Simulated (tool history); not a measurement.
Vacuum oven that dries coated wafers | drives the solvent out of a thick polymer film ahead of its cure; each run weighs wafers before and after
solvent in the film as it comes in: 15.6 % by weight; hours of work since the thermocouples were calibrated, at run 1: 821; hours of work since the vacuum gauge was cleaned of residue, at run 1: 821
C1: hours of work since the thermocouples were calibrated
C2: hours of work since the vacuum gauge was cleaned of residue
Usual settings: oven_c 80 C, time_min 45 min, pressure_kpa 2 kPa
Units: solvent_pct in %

{"run": 1, "day": 0.0, "oven_c": 80, "time_min": 45, "pressure_kpa": 2, "C1": 821, "C2": 821, "solvent_pct": 3.74}
{"run": 2, "day": 5.171, "oven_c": 80, "time_min": 45, "pressure_kpa": 2, "C1": 919, "C2": 919, "solvent_pct": 3.93}
{"run": 3, "day": 8.317, "oven_c": 80, "time_min": 45, "pressure_kpa": 2, "C1": 978, "C2": 978, "solvent_pct": 4.16}
{"day": 10.167, "done": "vacuum gauge cleaned of residue and calibrated"}
{"run": 4, "day": 11.321, "oven_c": 80, "time_min": 45, "pressure_kpa": 2, "C1": 1033, "C2": 22, "solvent_pct": 3.47}
{"run": 5, "day": 14.908, "oven_c": 80, "time_min": 45, "pressure_kpa": 2, "C1": 1101, "C2": 89, "solvent_pct": 3.59}
{"run": 6, "day": 19.992, "oven_c": 80, "time_min": 45, "pressure_kpa": 2, "C1": 1197, "C2": 185, "solvent_pct": 3.61}
{"run": 7, "day": 23.629, "oven_c": 80, "time_min": 45, "pressure_kpa": 2, "C1": 1266, "C2": 254, "solvent_pct": 3.69}
{"run": 8, "day": 26.038, "oven_c": 80, "time_min": 45, "pressure_kpa": 2, "C1": 1311, "C2": 299, "solvent_pct": 3.68}
{"run": 9, "day": 28.562, "oven_c": 93, "time_min": 45, "pressure_kpa": 2, "C1": 1359, "C2": 347, "solvent_pct": 1.88}
{"run": 10, "day": 32.325, "oven_c": 93, "time_min": 45, "pressure_kpa": 2, "C1": 1430, "C2": 418, "solvent_pct": 1.84}
{"run": 11, "day": 35.058, "oven_c": 80, "time_min": 24, "pressure_kpa": 2, "C1": 1481, "C2": 470, "solvent_pct": 5.84}
{"day": 36.312, "done": "oven's thermocouples calibrated"}
{"run": 12, "day": 38.971, "oven_c": 80, "time_min": 69, "pressure_kpa": 2, "C1": 50, "C2": 542, "solvent_pct": 2.88}

Forecast run 13:
{"run": 13, "day": 42.929, "oven_c": 80, "time_min": 69, "pressure_kpa": 2, "C1": 125, "C2": 616, "solvent_pct": "?"}

{"run 13": {"solvent_pct": 3.08}}
Without the tool's hidden state the same run would have given solvent_pct 2.72 %.
